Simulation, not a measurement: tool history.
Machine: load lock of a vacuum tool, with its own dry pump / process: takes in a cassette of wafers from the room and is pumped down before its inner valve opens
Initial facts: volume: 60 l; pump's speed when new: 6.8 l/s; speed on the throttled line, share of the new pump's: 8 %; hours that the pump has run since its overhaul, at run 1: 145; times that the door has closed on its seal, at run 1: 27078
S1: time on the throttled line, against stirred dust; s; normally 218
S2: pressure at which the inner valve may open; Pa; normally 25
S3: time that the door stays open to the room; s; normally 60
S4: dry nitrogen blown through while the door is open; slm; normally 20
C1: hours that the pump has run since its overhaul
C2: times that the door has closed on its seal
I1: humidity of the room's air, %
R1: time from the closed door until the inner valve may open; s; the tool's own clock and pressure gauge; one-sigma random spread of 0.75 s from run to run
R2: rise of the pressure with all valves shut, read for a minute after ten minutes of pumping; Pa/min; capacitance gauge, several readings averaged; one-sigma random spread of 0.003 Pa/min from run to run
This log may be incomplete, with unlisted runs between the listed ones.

{"run": 1, "hour": 0.0, "S1": 218, "S2": 25, "S3": 60, "S4": 20, "C1": 145, "C2": 27078, "I1": 47.4, "R1": 273.6, "R2": 0.138}
{"run": 2, "hour": 155.6, "S1": 218, "S2": 25, "S3": 224, "S4": 20, "C1": 301, "C2": 27461, "I1": 47, "R1": 273.4, "R2": 0.167}
{"run": 3, "hour": 286.5, "S1": 218, "S2": 25, "S3": 224, "S4": 20, "C1": 432, "C2": 27783, "I1": 45.3, "R1": 273.5, "R2": 0.168}
{"run": 4, "hour": 454.4, "S1": 218, "S2": 25, "S3": 224, "S4": 20, "C1": 599, "C2": 28197, "I1": 49.9, "R1": 274.6, "R2": 0.176}
{"run": 5, "hour": 566.3, "S1": 218, "S2": 25, "S3": 224, "S4": 20, "C1": 711, "C2": 28472, "I1": 44.2, "R1": 273.5, "R2": 0.168}
{"run": 6, "hour": 722.5, "S1": 218, "S2": 25, "S3": 224, "S4": 20, "C1": 868, "C2": 28857, "I1": 41.7, "R1": 274.7, "R2": 0.171}
{"run": 7, "hour": 908.4, "S1": 218, "S2": 25, "S3": 224, "S4": 20, "C1": 1053, "C2": 29314, "I1": 42.6, "R1": 275.8, "R2": 0.167}
{"run": 8, "hour": 1074.4, "S1": 218, "S2": 25, "S3": 60, "S4": 28, "C1": 1220, "C2": 29723, "I1": 45.6, "R1": 273.9, "R2": 0.148}
{"run": 9, "hour": 1299.1, "S1": 218, "S2": 25, "S3": 60, "S4": 20, "C1": 1444, "C2": 30276, "I1": 47.2, "R1": 274.3, "R2": 0.163}
{"run": 10, "hour": 1545.0, "S1": 317, "S2": 25, "S3": 60, "S4": 20, "C1": 1690, "C2": 30882, "I1": 45.9, "R1": 362.8, "R2": 0.17}
{"run": 11, "hour": 1705.5, "S1": 317, "S2": 25, "S3": 60, "S4": 20, "C1": 1851, "C2": 31277, "I1": 47.7, "R1": 364.4, "R2": 0.169}
{"run": 12, "hour": 1811.0, "S1": 218, "S2": 25, "S3": 60, "S4": 20, "C1": 1956, "C2": 31536, "I1": 47.2, "R1": 275.3, "R2": 0.166}
{"run": 13, "hour": 1925.5, "S1": 218, "S2": 25, "S3": 60, "S4": 20, "C1": 2071, "C2": 31818, "I1": 46.2, "R1": 275, "R2": 0.168}
{"run": 14, "hour": 2064.5, "S1": 218, "S2": 25, "S3": 60, "S4": 20, "C1": 2210, "C2": 32161, "I1": 43.7, "R1": 274.4, "R2": 0.175}
{"run": 15, "hour": 2304.7, "S1": 322, "S2": 29, "S3": 60, "S4": 20, "C1": 2450, "C2": 32752, "I1": 41.8, "R1": 368.4, "R2": 0.176}
{"run": 16, "hour": 2466.1, "S1": 322, "S2": 29, "S3": 60, "S4": 20, "C1": 2611, "C2": 33149, "I1": 45.5, "R1": 368.2, "R2": 0.178}
{"run": 17, "hour": 2606.0, "S1": 218, "S2": 37, "S3": 34, "S4": 20, "C1": 2751, "C2": 33494, "I1": 44.3, "R1": 269.7, "R2": 0.173}
{"run": 18, "hour": 2790.0, "S1": 386, "S2": 25, "S3": 60, "S4": 28, "C1": 2935, "C2": 33947, "I1": 43.9, "R1": 427.3, "R2": 0.174}
{"run": 19, "hour": 2937.8, "S1": 235, "S2": 43, "S3": 29, "S4": 16, "C1": 3083, "C2": 34311, "I1": 40.9, "R1": 285.3, "R2": 0.178}
{"run": 20, "hour": 3095.0, "S1": 235, "S2": 43, "S3": 29, "S4": 16, "C1": 3240, "C2": 34698, "I1": 48, "R1": 286.2, "R2": 0.19}
{"run": 21, "hour": 3339.5, "S1": 235, "S2": 43, "S3": 29, "S4": 16, "C1": 3485, "C2": 35299, "I1": 46.5, "R1": 284.5, "R2": 0.191}
{"run": 22, "hour": 3465.7, "S1": 169, "S2": 25, "S3": 38, "S4": 20, "C1": 3611, "C2": 35610, "I1": 46.7, "R1": 229.1, "R2": 0.186}
{"run": 23, "hour": 3655.9, "S1": 169, "S2": 25, "S3": 38, "S4": 20, "C1": 3801, "C2": 36078, "I1": 44.2, "R1": 229.7, "R2": 0.189}

Run 24 is up next; what results do you expect?
{"run": 24, "hour": 3866.1, "S1": 169, "S2": 25, "S3": 38, "S4": 20, "C1": 4011, "C2": 36596, "I1": 46.2, "R1": "?", "R2": "?"}

R1: 230.1 s
R2: 0.197 Pa/min
With no hidden state in the tool, this same run would have given R1 228.5 s, R2 0.035 Pa/min.

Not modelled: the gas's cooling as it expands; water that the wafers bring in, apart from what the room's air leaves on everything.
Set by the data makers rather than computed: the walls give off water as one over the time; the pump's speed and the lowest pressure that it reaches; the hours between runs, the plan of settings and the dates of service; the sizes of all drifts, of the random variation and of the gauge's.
